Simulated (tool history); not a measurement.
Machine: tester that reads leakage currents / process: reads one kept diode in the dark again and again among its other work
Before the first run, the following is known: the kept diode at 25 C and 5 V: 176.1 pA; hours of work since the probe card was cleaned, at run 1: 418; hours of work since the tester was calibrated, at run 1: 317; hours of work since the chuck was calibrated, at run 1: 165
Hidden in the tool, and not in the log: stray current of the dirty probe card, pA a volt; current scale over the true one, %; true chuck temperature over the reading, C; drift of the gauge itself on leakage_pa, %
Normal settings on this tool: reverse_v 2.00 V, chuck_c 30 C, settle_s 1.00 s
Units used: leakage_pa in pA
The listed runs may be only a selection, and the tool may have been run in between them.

run,hour,reverse_v,chuck_c,settle_s,hours of work since the probe card was cleaned,hours of work since the tester was calibrated,hours of work since the chuck was calibrated,leakage_pa
1,0.0,2.00,30,1.00,418,317,165,184.91
2,78.7,2.00,30,1.00,465,364,212,183.95
3,203.0,2.00,30,0.77,540,439,286,184.59
4,287.8,2.00,30,0.77,590,490,337,184.17
5,351.8,2.00,30,0.77,629,528,375,184.94
6,470.4,2.00,30,0.77,700,599,446,183.63
7,583.3,2.00,30,5.46,767,667,514,183.15
8,662.4,2.00,34,1.00,815,714,562,250.93
9,754.2,2.00,34,1.00,870,769,617,251.31
10,844.4,2.00,34,1.00,924,823,671,250.45
11,980.6,2.00,49,1.00,1006,905,752,747.40
12,1049.6,2.00,49,1.00,1047,946,794,744.45
13,1129.6,2.00,49,1.00,1095,994,842,746.19
14,1259.5,2.00,49,1.00,1173,1072,919,745.58
15,1348.0,2.00,49,1.00,1226,1125,972,748.34
16,1432.3,2.00,49,1.00,1276,1176,1023,748.74
17,1545.8,2.00,49,2.57,1344,1244,1091,749.30
18,1684.2,2.00,49,2.57,1427,1327,1174,744.26
19,1762.2,2.00,49,2.57,1474,1373,1221,745.53
20,1826.6,2.00,30,1.35,1513,1412,1259,184.18
21,1953.6,2.00,30,2.33,1589,1488,1335,183.41
22,2085.8,2.00,54,3.72,1668,1567,1415,1049.59
23,2160.8,2.00,54,3.72,1713,1612,1460,1046.67
24,2255.8,14.21,54,6.10,1770,1669,1517,2267.30
25,2331.1,14.58,30,4.71,1815,1715,1562,399.63
26,2449.4,14.58,41,3.68,1886,1785,1633,917.82
27,2552.1,3.11,50,1.32,1948,1847,1694,948.57
28,2660.9,1.02,33,7.83,2013,1912,1759,178.56
# hour 2703.6: chuck's temperature calibrated
29,2735.8,7.15,26,7.83,2056,1956,19,220.72
30,2866.9,4.25,23,1.00,2135,2034,98,142.41
31,3006.9,1.62,39,0.68,2219,2118,182,336.16
32,3124.4,1.62,39,0.68,2289,2189,252,336.36
33,3194.5,5.19,28,0.68,2331,2231,294,228.82
34,3264.7,5.19,28,0.68,2373,2273,336,231.60
35,3388.8,9.53,28,0.68,2448,2347,411,294.15
36,3456.9,9.53,28,0.68,2489,2388,451,293.58
37,3539.5,2.00,22,1.00,2538,2438,501,96.80
38,3636.3,1.07,30,1.03,2596,2496,559,143.43
39,3723.8,1.50,28,1.98,2649,2548,611,139.85

3 ways to go on from here, each from the tool as it stands after run 39. What would each give?
A,3843.6,19.68,38,2.70,2720,2620,683,?
B,3843.6,19.73,30,0.31,2720,2620,683,?
C,3843.6,2.26,30,1.75,2720,2620,683,?

run,leakage_pa
A,828.81
B,472.28
C,193.03
The same runs, with their run-to-run variation unchanged, on a tool lacking any hidden condition would have given:
run,leakage_pa
A,828.89
B,471.93
C,193.17

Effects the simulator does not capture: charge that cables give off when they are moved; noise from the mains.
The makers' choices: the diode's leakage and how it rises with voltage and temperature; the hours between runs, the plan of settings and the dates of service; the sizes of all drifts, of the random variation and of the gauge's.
